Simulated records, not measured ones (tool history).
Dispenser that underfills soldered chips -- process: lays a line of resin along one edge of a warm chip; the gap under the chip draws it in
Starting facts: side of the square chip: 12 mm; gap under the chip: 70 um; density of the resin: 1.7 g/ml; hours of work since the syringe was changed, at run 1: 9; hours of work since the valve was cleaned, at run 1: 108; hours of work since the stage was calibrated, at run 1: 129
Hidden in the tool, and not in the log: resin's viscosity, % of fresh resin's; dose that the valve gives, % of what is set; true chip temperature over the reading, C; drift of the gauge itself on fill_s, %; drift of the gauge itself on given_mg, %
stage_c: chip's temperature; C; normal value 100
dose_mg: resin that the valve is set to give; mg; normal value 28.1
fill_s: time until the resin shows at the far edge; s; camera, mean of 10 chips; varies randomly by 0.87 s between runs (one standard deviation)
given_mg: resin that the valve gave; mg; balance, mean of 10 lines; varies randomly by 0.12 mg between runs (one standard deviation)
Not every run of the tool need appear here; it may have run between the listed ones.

| run | day | stage_c | dose_mg | hours of work since the syringe was changed | hours of work since the valve was cleaned | hours of work since the stage was calibrated | fill_s | given_mg |
|---|---|---|---|---|---|---|---|---|
| 1 | 0 | 100 | 28.1 | 9 | 108 | 129 | 144.4 | 26.33 |
|  | 0.171 | new syringe of resin |
| 2 | 0.383 | 100 | 26.9 | 4 | 115 | 136 | 106 | 25.7 |
| 3 | 0.675 | 100 | 28.1 | 9 | 120 | 141 | 144.5 | 26.42 |
|  | 0.838 | new syringe of resin |
|  | 0.962 | dispensing valve cleaned and set on the balance |
| 4 | 1.075 | 100 | 29.7 | 4 | 2 | 148 | 102.3 | 29.68 |
| 5 | 1.304 | 100 | 28.1 | 8 | 6 | 152 | 133.4 | 28.18 |
|  | 1.538 | new syringe of resin |
| 6 | 1.679 | 100 | 28.1 | 3 | 13 | 159 | 95.5 | 28.03 |
| 7 | 1.904 | 100 | 28.1 | 7 | 17 | 163 | 122 | 27.84 |
|  | 2.204 | new syringe of resin |
| 8 | 2.225 | 100 | 28.1 | 0 | 23 | 169 | 82.5 | 27.83 |
| 9 | 2.396 | 100 | 28.1 | 4 | 26 | 172 | 101.6 | 27.86 |
| 10 | 2.683 | 110 | 28.1 | 9 | 31 | 177 | 98.1 | 27.9 |
|  | 2.862 | new syringe of resin |
| 11 | 3.004 | 100 | 28.1 | 3 | 37 | 183 | 92.3 | 27.64 |
| 12 | 3.25 | 100 | 28.1 | 7 | 42 | 187 | 124.9 | 27.47 |
|  | 3.521 | new syringe of resin |
| 13 | 3.521 | 100 | 28.1 | 0 | 47 | 192 | 80.2 | 27.38 |
| 14 | 3.879 | 100 | 28.1 | 7 | 53 | 199 | 120.1 | 27.57 |
|  | 4.192 | new syringe of resin |
| 15 | 4.233 | 100 | 28.1 | 1 | 60 | 205 | 82.8 | 27.42 |
| 16 | 4.55 | 100 | 28.1 | 7 | 65 | 211 | 119.6 | 27.04 |
|  | 4.854 | new syringe of resin |
| 17 | 4.925 | 100 | 28.1 | 1 | 72 | 218 | 85.1 | 27.28 |
| 18 | 5.125 | 104 | 30.6 | 5 | 76 | 221 | 95.5 | 29.58 |
| 19 | 5.358 | 97 | 24.6 | 9 | 80 | 226 | 160.7 | 23.71 |
|  | 5.521 | new syringe of resin |
| 20 | 5.575 | 97 | 24.6 | 1 | 84 | 229 | 96.6 | 23.55 |
| 21 | 5.85 | 97 | 24.6 | 6 | 89 | 235 | 129.5 | 23.49 |
|  | 6.183 | new syringe of resin |
| 22 | 6.221 | 100 | 24.3 | 1 | 96 | 241 | 85.6 | 23.27 |
| 23 | 6.504 | 87 | 27 | 6 | 101 | 247 | 189.2 | 25.76 |
| 24 | 6.683 | 87 | 27 | 9 | 104 | 250 | 229 | 25.39 |
|  | 6.858 | new syringe of resin |
| 25 | 6.946 | 95 | 29.3 | 2 | 109 | 255 | 105.1 | 27.79 |
| 26 | 7.171 | 109 | 30.7 | 6 | 113 | 259 | 83 | 28.91 |
| 27 | 7.371 | 100 | 33.6 | 10 | 117 | 262 | 141.9 | 31.94 |
|  | 7.533 | new syringe of resin |
| 28 | 7.675 | 91 | 31.1 | 3 | 122 | 268 | 123.6 | 29.37 |
|  | 7.821 | dispensing valve cleaned and set on the balance |
| 29 | 8.079 | 102 | 26.5 | 9 | 5 | 274 | 125.1 | 26.57 |
|  | 8.258 | new syringe of resin |
| 30 | 8.288 | 99 | 29.2 | 1 | 8 | 278 | 83.2 | 29.18 |
| 31 | 8.458 | 111 | 24.8 | 4 | 12 | 281 | 68.9 | 24.54 |
| 32 | 8.621 | 113 | 27.4 | 7 | 15 | 284 | 75.8 | 27.49 |
|  | 8.917 | new syringe of resin |
| 33 | 8.917 | 90 | 27 | 0 | 20 | 290 | 112.9 | 26.69 |

Pick out some run-to-run changes in fill_s. Of each, how much would a tool without hidden state show as well, from the settings, what came in and chance, and how much is left for the hidden state and any gauge scatter not in both results compared?
Run 18 -> 19: stage_c 104 -> 97, dose_mg 30.6 -> 24.6. fill_s +65.2 s: hidden state +44.5, all else +20.7.
Run 19 -> 20: new syringe of resin. fill_s -64.1 s: hidden state -65.2, all else +1.1.
Run 22 -> 23: stage_c 100 -> 87, dose_mg 24.3 -> 27. fill_s +103.6 s: hidden state +51.5, all else +52.1.
Run 24 -> 25: stage_c 87 -> 95, dose_mg 27 -> 29.3, new syringe of resin. fill_s -123.9 s: hidden state -86.5, all else -37.4.

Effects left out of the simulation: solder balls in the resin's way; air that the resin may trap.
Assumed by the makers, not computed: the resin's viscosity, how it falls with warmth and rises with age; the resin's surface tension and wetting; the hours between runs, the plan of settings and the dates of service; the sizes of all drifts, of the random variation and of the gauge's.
